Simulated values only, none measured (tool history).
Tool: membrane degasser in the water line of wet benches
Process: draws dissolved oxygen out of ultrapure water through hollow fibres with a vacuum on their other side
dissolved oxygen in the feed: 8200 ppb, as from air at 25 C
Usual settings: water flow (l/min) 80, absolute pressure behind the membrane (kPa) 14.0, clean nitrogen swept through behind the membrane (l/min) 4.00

| run | hour | water flow (l/min) | absolute pressure behind the membrane (kPa) | clean nitrogen swept through behind the membrane (l/min) | dissolved oxygen in the water behind the degasser (ppb) | pressure that the water loses in the fibres (kPa) |
|---|---|---|---|---|---|---|
| 1 | 0.0 | 80 | 14.0 | 4.00 | 493.5 | 62.67 |
| 2 | 122.3 | 80 | 14.6 | 4.00 | 518.7 | 63.09 |
| 3 | 191.4 | 80 | 14.6 | 4.00 | 513.6 | 63.03 |
| 4 | 285.3 | 80 | 14.0 | 4.00 | 496.4 | 63.00 |
| 5 | 352.6 | 80 | 14.0 | 4.00 | 494.2 | 62.67 |
| 6 | 470.3 | 80 | 14.0 | 4.00 | 500.6 | 62.98 |
| 7 | 596.5 | 80 | 14.0 | 10.52 | 228.7 | 62.90 |
| 8 | 668.6 | 80 | 8.9 | 4.00 | 289.4 | 62.51 |
| 9 | 810.7 | 80 | 8.9 | 4.00 | 288.0 | 62.57 |
| 10 | 878.2 | 80 | 8.9 | 4.00 | 289.4 | 63.32 |
| 11 | 1004.4 | 80 | 8.9 | 4.00 | 286.2 | 62.77 |
| 12 | 1123.1 | 80 | 27.6 | 4.00 | 1006.8 | 63.13 |
| 13 | 1216.4 | 54 | 14.0 | 4.00 | 344.9 | 42.67 |
| 14 | 1350.0 | 66 | 14.0 | 3.69 | 446.2 | 52.19 |
| 15 | 1426.7 | 80 | 14.0 | 2.99 | 621.2 | 63.32 |
|  | 1482.0 | seals of the vacuum lines changed |
| 16 | 1558.6 | 80 | 14.0 | 2.99 | 620.5 | 63.26 |
| 17 | 1648.6 | 76 | 14.0 | 9.39 | 239.8 | 60.22 |
| 18 | 1755.2 | 83 | 12.0 | 4.00 | 430.9 | 66.25 |

5 ways to go on from here, each from the tool as it stands after run 18. What would each give?
| A | 1879.9 | 83 | 11.1 | 4.00 | ? | ? |
| B | 1879.9 | 96 | 12.0 | 2.95 | ? | ? |
| C | 1879.9 | 80 | 8.6 | 4.00 | ? | ? |
| D | 1879.9 | 83 | 25.5 | 4.00 | ? | ? |
| E | 1879.9 | 83 | 13.7 | 2.59 | ? | ? |

| run | dissolved oxygen in the water behind the degasser (ppb) | pressure that the water loses in the fibres (kPa) |
|---|---|---|
| A | 392.2 | 65.85 |
| B | 618.1 | 76.18 |
| C | 276.0 | 63.32 |
| D | 959.7 | 65.85 |
| E | 696.1 | 66.30 |
Without the tool's hidden state the same runs would have given:
| run | dissolved oxygen in the water behind the degasser (ppb) | pressure that the water loses in the fibres (kPa) |
|---|---|---|
| A | 379.8 | 63.56 |
| B | 601.8 | 73.54 |
| C | 263.8 | 61.12 |
| D | 948.6 | 63.56 |
| E | 682.0 | 64.01 |
